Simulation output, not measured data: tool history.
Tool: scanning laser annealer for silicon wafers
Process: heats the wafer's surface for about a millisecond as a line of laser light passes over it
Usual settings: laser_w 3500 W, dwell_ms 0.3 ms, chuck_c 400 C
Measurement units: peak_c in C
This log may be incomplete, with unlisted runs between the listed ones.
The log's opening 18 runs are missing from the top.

run	hour	laser_w	dwell_ms	chuck_c	peak_c
19	398.3	3500	0.3	414	1120
20	418	3116	0.3	400	1024
21	430.7	3500	0.3	400	1109
# hour 433.9: window over the wafer cleaned
22	460.1	3500	0.3	400	1096
23	486.3	3500	0.3	372	1069
24	502.8	3500	0.326	400	1134
25	527.6	3500	0.326	400	1134
26	539.6	3069	0.297	375	974
27	566.8	3804	0.211	439	1055
28	580.1	3804	0.211	439	1059
29	593.6	3483	0.32	439	1156
# hour 606.6: window over the wafer cleaned, once more
30	609.2	3217	0.32	360	1047
31	635.6	3262	0.346	382	1111
32	664.2	3500	0.269	400	1075
33	676.7	3500	0.269	400	1076
34	697.9	3500	0.269	400	1075
35	715.3	3500	0.345	433	1216
36	733.6	3500	0.345	433	1214
37	749.3	3500	0.345	433	1212
38	770.4	3500	0.345	433	1213
39	791.1	3463	0.3	432	1140
40	812.5	3651	0.3	439	1188
41	832	3500	0.281	400	1091
42	858.4	3700	0.354	400	1239

Each row is a separate what-if for the run after 42, all from the same tool condition, not one after another. Results?
A	885.1	3700	0.316	400	?
B	885.1	3773	0.285	381	?
C	885.1	3240	0.211	400	?

run	peak_c
A	1184
B	1134
C	937
What these runs would have given with no unlogged condition in the tool:
run	peak_c
A	1194
B	1144
C	944
